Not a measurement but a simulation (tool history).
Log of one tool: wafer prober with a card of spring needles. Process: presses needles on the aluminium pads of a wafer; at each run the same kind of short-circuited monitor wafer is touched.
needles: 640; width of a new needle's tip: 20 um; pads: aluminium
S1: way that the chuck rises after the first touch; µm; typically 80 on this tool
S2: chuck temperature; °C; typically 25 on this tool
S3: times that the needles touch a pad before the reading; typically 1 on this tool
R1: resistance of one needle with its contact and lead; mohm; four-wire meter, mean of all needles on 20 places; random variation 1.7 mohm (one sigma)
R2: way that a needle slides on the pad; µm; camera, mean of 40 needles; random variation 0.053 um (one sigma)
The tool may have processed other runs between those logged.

| run | day | S1 | S2 | S3 | R1 | R2 |
|---|---|---|---|---|---|---|
| 1 | 0 | 80 | 25 | 1 | 175 | 18.94 |
| 2 | 0.35 | 80 | 25 | 1 | 175 | 19.11 |
| 3 | 0.558 | 80 | 25 | 1 | 174 | 19.02 |
| 4 | 0.875 | 80 | 25 | 1 | 173 | 19.03 |
| 5 | 1.125 | 80 | 45 | 1 | 178 | 18.99 |
| 6 | 1.35 | 80 | 45 | 1 | 175 | 19 |
| 7 | 1.6 | 80 | 45 | 1 | 179 | 18.99 |
| 8 | 1.921 | 80 | 45 | 1 | 178 | 18.95 |
| 9 | 2.271 | 63 | 25 | 1 | 180 | 15.05 |
| 10 | 2.642 | 68 | 25 | 1 | 177 | 16.17 |
| 11 | 2.938 | 80 | 25 | 1 | 173 | 19 |
| 12 | 3.225 | 80 | 25 | 1 | 176 | 19.02 |
| 13 | 3.608 | 80 | 25 | 1 | 174 | 19.05 |
| 14 | 3.871 | 80 | 55 | 1 | 181 | 18.98 |
| 15 | 4.146 | 80 | 25 | 2 | 172 | 18.89 |
| 16 | 4.321 | 80 | 25 | 2 | 175 | 19.06 |
| 17 | 4.508 | 80 | 25 | 3 | 177 | 19.05 |
| 18 | 4.867 | 65 | 25 | 1 | 178 | 15.42 |
| 19 | 5.096 | 65 | 25 | 1 | 179 | 15.35 |
| 20 | 5.471 | 71 | 25 | 1 | 176 | 16.83 |
| 21 | 5.667 | 69 | 54 | 3 | 185 | 16.41 |
| 22 | 5.888 | 72 | 25 | 1 | 177 | 17.05 |
| 23 | 6.138 | 72 | 25 | 1 | 176 | 17.12 |
| 24 | 6.354 | 72 | 25 | 1 | 173 | 17.07 |
| 25 | 6.629 | 72 | 25 | 1 | 175 | 17.09 |
| 26 | 6.958 | 87 | 25 | 1 | 174 | 20.64 |
| 27 | 7.333 | 87 | 25 | 1 | 172 | 20.69 |
| 28 | 7.554 | 87 | 25 | 1 | 174 | 20.74 |
| 29 | 7.925 | 87 | 27 | 1 | 171 | 20.68 |
| 30 | 8.142 | 87 | 27 | 1 | 170 | 20.7 |
| 31 | 8.496 | 77 | 25 | 1 | 178 | 18.31 |
| 32 | 8.7 | 77 | 25 | 1 | 173 | 18.3 |
| 33 | 8.921 | 62 | 25 | 1 | 177 | 14.72 |
| 34 | 9.204 | 71 | 25 | 2 | 177 | 16.93 |

Removed from this log: 16 entries logged between the listed runs. Between which two listed runs does each belong, and how does the tool's hidden state at the listed run before it compare with that at the listed run after it?
Between runs 2 and 3: tips cleaned on abrasive film (day 0.475)
  debris on the tips, nm: 0.8 -> 0.2
Between runs 4 and 5: tips cleaned on abrasive film (day 1.079)
  debris on the tips, nm: 0.7 -> 0.2
Between runs 7 and 8: tips cleaned on abrasive film (day 1.675)
  debris on the tips, nm: 0.8 -> 0.5; way that the needles fall short of the set height, um: 0 -> 0.01
Between runs 8 and 9: tips cleaned on abrasive film (day 2.271)
  debris on the tips, nm: 0.5 -> 0.1
Between runs 10 and 11: tips cleaned on abrasive film (day 2.867)
  debris on the tips, nm: 0.7 -> 0.2
Between runs 12 and 13: tips cleaned on abrasive film (day 3.471)
  debris on the tips, nm: 0.6 -> 0.4
Between runs 14 and 15: tips cleaned on abrasive film (day 4.071)
  debris on the tips, nm: 0.7 -> 0.2
Between runs 17 and 18: tips cleaned on abrasive film (day 4.662)
  debris on the tips, nm: 0.7 -> 0.5
Between runs 19 and 20: tips cleaned on abrasive film (day 5.267)
  debris on the tips, nm: 0.8 -> 0.5
Between runs 21 and 22: tips cleaned on abrasive film (day 5.871)
  debris on the tips, nm: 0.7 -> 0.1
Between runs 24 and 25: tips cleaned on abrasive film (day 6.471)
  debris on the tips, nm: 0.8 -> 0.4
Between runs 26 and 27: tips cleaned on abrasive film (day 7.079); height of the first contact set anew (day 7.3)
  debris on the tips, nm: 0.8 -> 0.5; way that the needles fall short of the set height, um: 0.01 -> 0
Between runs 28 and 29: tips cleaned on abrasive film (day 7.696)
  debris on the tips, nm: 0.8 -> 0.5
Between runs 30 and 31: tips cleaned on abrasive film (day 8.288)
  debris on the tips, nm: 0.7 -> 0.4
Between runs 32 and 33: tips cleaned on abrasive film (day 8.879)
  debris on the tips, nm: 0.7 -> 0.2

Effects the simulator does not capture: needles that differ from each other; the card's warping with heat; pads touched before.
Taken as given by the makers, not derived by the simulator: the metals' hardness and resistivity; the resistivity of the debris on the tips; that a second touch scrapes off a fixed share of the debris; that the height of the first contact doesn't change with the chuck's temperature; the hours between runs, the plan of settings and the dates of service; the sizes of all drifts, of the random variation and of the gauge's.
